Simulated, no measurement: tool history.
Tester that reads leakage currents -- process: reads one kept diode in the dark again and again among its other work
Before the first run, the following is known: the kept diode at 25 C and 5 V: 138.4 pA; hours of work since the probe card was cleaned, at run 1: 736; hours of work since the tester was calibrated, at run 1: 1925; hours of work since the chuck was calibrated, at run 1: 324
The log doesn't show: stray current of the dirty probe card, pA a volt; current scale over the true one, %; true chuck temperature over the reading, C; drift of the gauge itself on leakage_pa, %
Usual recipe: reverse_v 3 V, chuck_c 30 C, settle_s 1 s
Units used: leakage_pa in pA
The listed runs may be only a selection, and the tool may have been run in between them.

run,hour,reverse_v,chuck_c,settle_s,hours of work since the probe card was cleaned,hours of work since the tester was calibrated,hours of work since the chuck was calibrated,leakage_pa
1,0,3,30,1,736,1925,324,171.34
2,89.3,3,30,1,779,1968,367,171.88
3,162.1,3,30,1,814,2003,402,170.31
4,236.3,5.09,30,1,850,2039,438,207.36
5,296.2,5.09,30,1,879,2068,467,209.74
6,412.7,3,30,1,935,2124,523,170.88
7,477.7,3,30,1,966,2155,554,170.89
8,571.4,3,34,1,1011,2200,599,232.66
# hour 695.3: chuck's temperature calibrated
9,706.2,3,34,1,1075,2264,5,232.23
10,764.1,3,34,5.76,1103,2292,33,231.27
11,843.5,3,34,5.76,1141,2330,71,231.74

Run 12 has not been measured yet. What should we expect?
12,914.2,4.86,31,5.76,1175,2364,105,?

Run 12 gave leakage_pa 220.68 pA.
With no hidden state in the tool, this same run would have given leakage_pa 220.64 pA.

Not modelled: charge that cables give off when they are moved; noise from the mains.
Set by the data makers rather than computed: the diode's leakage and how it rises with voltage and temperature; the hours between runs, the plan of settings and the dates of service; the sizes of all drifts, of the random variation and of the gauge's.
